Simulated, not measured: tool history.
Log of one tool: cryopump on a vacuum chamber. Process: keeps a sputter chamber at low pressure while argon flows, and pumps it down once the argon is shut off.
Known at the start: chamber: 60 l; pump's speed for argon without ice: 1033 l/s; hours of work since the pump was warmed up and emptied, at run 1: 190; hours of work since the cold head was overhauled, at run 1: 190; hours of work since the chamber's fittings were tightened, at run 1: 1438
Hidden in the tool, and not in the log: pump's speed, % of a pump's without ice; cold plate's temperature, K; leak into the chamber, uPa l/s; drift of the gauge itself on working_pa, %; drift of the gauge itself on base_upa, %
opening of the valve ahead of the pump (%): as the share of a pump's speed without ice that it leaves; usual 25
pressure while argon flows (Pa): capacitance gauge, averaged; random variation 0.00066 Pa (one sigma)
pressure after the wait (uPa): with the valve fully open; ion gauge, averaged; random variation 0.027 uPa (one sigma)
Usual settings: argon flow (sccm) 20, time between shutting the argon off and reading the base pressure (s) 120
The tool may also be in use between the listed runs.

run	hour	argon flow (sccm)	time between shutting the argon off and reading the base pressure (s)	opening of the valve ahead of the pump (%)	hours of work since the pump was warmed up and emptied	hours of work since the cold head was overhauled	hours of work since the chamber's fittings were tightened	pressure while argon flows (Pa)	pressure after the wait (uPa)
1	0	20	120	25	190	190	1438	0.1329	2.6
2	25.4	20	120	25	205	205	1453	0.133	2.69
3	43.4	20	120	25	215	215	1463	0.1331	2.69
4	59	20	120	25	225	225	1473	0.1358	2.68
5	83.9	20	120	25	239	239	1487	0.134	2.73
6	99.8	20	120	25	249	249	1497	0.1332	2.78
7	110.4	20	120	25	255	255	1503	0.1344	2.8
8	124.6	20	120	25	263	263	1511	0.135	2.78
9	143.8	20	120	25	275	275	1522	0.1345	2.73
10	166.9	20	120	25	288	288	1536	0.1343	2.76
11	187	20	120	25	300	300	1548	0.1336	2.87
12	207.3	23	120	25	312	312	1560	0.1552	2.88
13	232.3	11	120	25	327	327	1575	0.0738	2.91
14	252	11	120	25	338	338	1586	0.0748	2.81
15	274.5	11	120	51	352	352	1599	0.0375	2.92
16	291.7	11	120	51	362	362	1610	0.0375	2.97
17	314.7	20	217	53	375	375	1623	0.0666	2.52
18	327.4	40	255	58	383	383	1631	0.1218	2.44
19	340.5	40	105	58	391	391	1638	0.1224	3.1
20	363.6	40	105	40	404	404	1652	0.1728	3.06
21	374	10	31	25	410	410	1658	0.0672	5.74
22	391.9	36	127	49	421	421	1669	0.1304	2.97
23	405.2	35	163	52	429	429	1677	0.1189	2.84
24	419.7	35	163	52	437	437	1685	0.1203	2.79
25	432.9	9	82	27	445	445	1693	0.0561	3.47
26	458.8	9	82	27	460	460	1708	0.0572	3.47
27	484.2	20	120	25	475	475	1723	0.1373	3.09
28	505.6	20	120	25	488	488	1736	0.1388	3.19
29	524.8	20	120	25	499	499	1747	0.1372	3.14
30	543.1	12	120	44	510	510	1758	0.0491	3.26
31	566	9	139	34	524	524	1771	0.0467	3.14

5 ways to go on from here, each from the tool as it stands after run 31. What would each give?
A	584.1	8	84	47	534	534	1782	?	?
B	584.1	14	39	31	534	534	1782	?	?
C	584.1	9	70	34	534	534	1782	?	?
D	584.1	9	47	34	534	534	1782	?	?
E	584.1	39	72	51	534	534	1782	?	?

run	pressure while argon flows (Pa)	pressure after the wait (uPa)
A	0.0309	3.63
B	0.0788	4.97
C	0.0474	3.94
D	0.0462	4.75
E	0.1383	3.84
Without the tool's hidden state the same runs would have given:
run	pressure while argon flows (Pa)	pressure after the wait (uPa)
A	0.028	1.59
B	0.0738	3
C	0.0442	1.88
D	0.0431	2.68
E	0.1245	1.8

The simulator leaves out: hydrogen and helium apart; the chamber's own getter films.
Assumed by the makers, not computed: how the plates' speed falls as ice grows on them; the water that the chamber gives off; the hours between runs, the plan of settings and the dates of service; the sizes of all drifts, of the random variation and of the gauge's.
